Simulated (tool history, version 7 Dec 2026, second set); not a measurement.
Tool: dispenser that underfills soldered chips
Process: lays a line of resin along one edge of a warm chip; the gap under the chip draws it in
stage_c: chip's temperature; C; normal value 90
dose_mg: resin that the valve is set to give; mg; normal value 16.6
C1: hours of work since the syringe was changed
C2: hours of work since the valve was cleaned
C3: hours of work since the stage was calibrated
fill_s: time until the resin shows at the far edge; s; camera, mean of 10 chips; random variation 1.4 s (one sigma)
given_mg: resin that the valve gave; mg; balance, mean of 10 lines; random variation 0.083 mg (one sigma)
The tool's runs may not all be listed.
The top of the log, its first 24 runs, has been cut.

At hour 169.1: new syringe of resin.
Run 25, hour 175: usual settings but stage_c 86 C, dose_mg 19.2 mg; C1 4; C2 126; C3 219. Result: fill_s 216.8 s, given_mg 18.28 mg.
At hour 177.7: new syringe of resin.
Run 26, hour 182.3: usual settings but stage_c 92 C, dose_mg 20 mg; C1 3; C2 130; C3 224. Result: fill_s 154 s, given_mg 18.77 mg.
At hour 186.1: new syringe of resin.
Run 27, hour 189.5: usual settings but stage_c 92 C, dose_mg 20 mg; C1 2; C2 135; C3 228. Result: fill_s 148 s, given_mg 18.88 mg.
At hour 192.2: dispensing valve cleaned and set on the balance.
At hour 195.8: new syringe of resin.
Run 28, hour 195.8: usual settings but stage_c 83 C, dose_mg 17.8 mg; C1 0; C2 2; C3 231. Result: fill_s 190.3 s, given_mg 17.71 mg.
At hour 204.2: new syringe of resin.
Run 29, hour 205.5: usual settings but stage_c 96 C, dose_mg 16.5 mg; C1 1; C2 8; C3 237. Result: fill_s 119.8 s, given_mg 16.39 mg.
Run 30, hour 210.8: usual settings but stage_c 96 C, dose_mg 16.5 mg; C1 4; C2 11; C3 240. Result: fill_s 153 s, given_mg 16.53 mg.
At hour 212.5: new syringe of resin.
Run 31, hour 216.2: usual settings but stage_c 104 C, dose_mg 16 mg; C1 2; C2 15; C3 244. Result: fill_s 96.9 s, given_mg 15.91 mg.
At hour 221.2: new syringe of resin.
Run 32, hour 226.9: usual settings but stage_c 104 C, dose_mg 18.7 mg; C1 4; C2 21; C3 250. Result: fill_s 100.5 s, given_mg 18.63 mg.
At hour 229.6: new syringe of resin.
Run 33, hour 234.1: usual settings but stage_c 104 C, dose_mg 18.7 mg; C1 3; C2 26; C3 255. Result: fill_s 96.3 s, given_mg 18.47 mg.
At hour 238.4: new syringe of resin.
Run 34, hour 244.4: usual settings but dose_mg 16.5 mg; C1 4; C2 32; C3 261. Result: fill_s 184.3 s, given_mg 16.39 mg.

Each row is a separate what-if for the run after 34, all from the same tool condition, not one after another. Results?
At hour 246.8: new syringe of resin.
Run A, hour 250.9: usual settings but stage_c 89 C, dose_mg 18.7 mg; C1 3; C2 36; C3 265. Result: fill_s ?, given_mg ?.
At hour 246.8: new syringe of resin.
Run B, hour 250.9: usual settings but stage_c 87 C, dose_mg 18.3 mg; C1 3; C2 36; C3 265. Result: fill_s ?, given_mg ?.
At hour 246.8: new syringe of resin.
Run C, hour 250.9: usual settings but dose_mg 14.5 mg; C1 3; C2 36; C3 265. Result: fill_s ?, given_mg ?.
At hour 246.8: new syringe of resin.
Run D, hour 250.9: usual settings but dose_mg 14.3 mg; C1 3; C2 36; C3 265. Result: fill_s ?, given_mg ?.
At hour 246.8: new syringe of resin.
Run E, hour 250.9: usual settings but stage_c 86 C, dose_mg 15.2 mg; C1 3; C2 36; C3 265. Result: fill_s ?, given_mg ?.

run  fill_s  given_mg
  A   174.2     18.31
  B   192.5     17.91
  C   179.5      14.2
  D     185     14.13
  E   210.1     15.08
Stripped of hidden state, with their random variation kept, the same runs would have yielded:
run  fill_s  given_mg
  A   138.9      18.6
  B   153.4     18.19
  C   142.5     14.42
  D   146.9     14.35
  E   166.9     15.32
